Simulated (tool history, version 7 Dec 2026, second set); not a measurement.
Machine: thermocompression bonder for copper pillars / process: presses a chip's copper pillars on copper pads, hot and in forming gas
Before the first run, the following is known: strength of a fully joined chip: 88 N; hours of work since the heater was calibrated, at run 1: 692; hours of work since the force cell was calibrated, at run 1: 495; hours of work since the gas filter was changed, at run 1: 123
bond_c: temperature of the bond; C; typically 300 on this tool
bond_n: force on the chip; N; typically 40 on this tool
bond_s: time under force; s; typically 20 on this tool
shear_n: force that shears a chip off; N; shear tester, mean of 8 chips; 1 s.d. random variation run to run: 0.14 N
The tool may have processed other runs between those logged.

run,hour,bond_c,bond_n,bond_s,hours of work since the heater was calibrated,hours of work since the force cell was calibrated,hours of work since the gas filter was changed,shear_n
1,0,300,40,20,692,495,123,37.6
2,16.2,300,40,51,704,507,136,51.7
# hour 29.6: heater calibrated with a thermocouple chip
3,32.3,300,40,20,2,518,147,37.5
4,47.5,300,40,20,14,530,159,37.7
# hour 50.4: forming gas filter changed
5,70.2,292,40,20,31,547,15,35
6,96,292,40,20,51,567,35,34.9
7,110.4,306,32,46,62,578,47,47.6
8,134.1,300,24,50,81,597,65,39.9
9,153.1,300,57,26,95,612,80,49.6
10,167.5,300,35,20,106,623,91,35
11,192.2,300,35,20,126,642,110,35.1

Expected results for the next run?
12,208.5,287,59,46,138,654,122,?

Run 12 measured shear_n 54.1 N.
Minus the tool's unlogged condition, the same run would have read shear_n 54.1 N.
